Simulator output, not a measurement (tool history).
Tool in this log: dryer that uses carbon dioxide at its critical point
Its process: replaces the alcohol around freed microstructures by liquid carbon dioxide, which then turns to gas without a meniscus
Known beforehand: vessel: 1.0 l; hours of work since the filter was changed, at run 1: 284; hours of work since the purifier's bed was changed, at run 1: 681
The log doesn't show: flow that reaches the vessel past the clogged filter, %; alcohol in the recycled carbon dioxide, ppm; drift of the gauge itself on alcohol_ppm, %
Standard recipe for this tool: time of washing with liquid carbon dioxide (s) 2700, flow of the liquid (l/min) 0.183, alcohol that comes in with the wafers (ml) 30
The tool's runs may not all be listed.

run	day	time of washing with liquid carbon dioxide (s)	flow of the liquid (l/min)	alcohol that comes in with the wafers (ml)	hours of work since the filter was changed	hours of work since the purifier's bed was changed	alcohol left in the vessel before it's heated (ppm by volume)
1	0	2700	0.183	30	284	681	190
2	1.658	2700	0.183	30	311	709	199
3	2.783	2700	0.183	30	329	727	214
4	4.125	2700	0.183	59	351	749	331
5	6.138	2700	0.183	30	384	782	229
6	8.512	2700	0.183	30	423	821	238
# day 9.333: inlet filter changed
7	9.908	2700	0.183	30	9	843	168
8	12.067	2700	0.183	30	45	878	167
9	13.296	2700	0.183	30	65	898	178
10	15.712	2700	0.119	30	104	938	714
11	16.854	2700	0.119	30	123	957	735
12	18.021	2700	0.119	30	142	976	740
13	19.883	1620	0.183	30	173	1006	1049
14	21.242	1620	0.183	30	195	1028	1063
15	22.5	1620	0.183	30	215	1049	1060
16	24.383	2700	0.183	30	246	1080	228
17	26.996	2700	0.183	30	289	1123	244
18	28.571	2700	0.183	30	315	1148	252
19	30.954	2700	0.183	103	354	1187	574
20	33.121	2700	0.126	30	389	1223	843
21	35.054	2700	0.126	30	421	1254	874
# day 35.825: inlet filter changed
22	37.717	2700	0.126	30	31	1297	576
23	38.892	2700	0.183	24	50	1317	204
24	41.296	2700	0.134	30	90	1356	506
25	43.629	2700	0.134	30	128	1394	529
# day 45.775: purifier's bed changed
26	46.379	3180	0.134	36	171	10	237
27	48.2	2460	0.248	30	200	40	42
28	50.342	2460	0.248	30	236	75	32
29	51.442	3000	0.149	87	254	93	516
30	53.196	1920	0.269	59	282	121	179
31	55.575	1920	0.113	68	321	160	5634
32	58.238	1920	0.113	68	365	204	6137
33	60.454	1920	0.113	68	401	240	6200
# day 62.575: inlet filter changed
34	63.138	2700	0.181	30	9	283	111
35	64.696	2700	0.287	35	35	309	33
36	66.046	4140	0.183	30	57	331	49
37	67.933	4140	0.183	30	88	362	49
38	70.408	4140	0.183	30	128	402	54
39	72.612	4140	0.156	30	164	439	72
40	75.25	4260	0.236	62	207	482	49
41	77.4	3840	0.236	30	243	517	68
42	79.783	3840	0.236	30	282	556	71
43	81.179	2100	0.177	99	305	579	1516
44	83.158	3900	0.177	31	337	611	89
45	85.762	2700	0.156	36	379	654	421
46	87.617	2700	0.156	36	410	684	448

Results per run with the tool's hidden condition removed, run-to-run variation unchanged:
run	alcohol left in the vessel before it's heated (ppm by volume)
1	68
2	68
3	73
4	124
5	70
6	65
7	73
8	64
9	68
10	525
11	527
12	522
13	756
14	743
15	728
16	68
17	70
18	74
19	226
20	419
21	421
22	420
23	56
24	313
25	316
26	181
27	27
28	12
29	328
30	96
31	4294
32	4494
33	4408
34	74
35	0
36	8
37	6
38	4
39	14
40	0
41	6
42	3
43	916
44	6
45	180
46	189

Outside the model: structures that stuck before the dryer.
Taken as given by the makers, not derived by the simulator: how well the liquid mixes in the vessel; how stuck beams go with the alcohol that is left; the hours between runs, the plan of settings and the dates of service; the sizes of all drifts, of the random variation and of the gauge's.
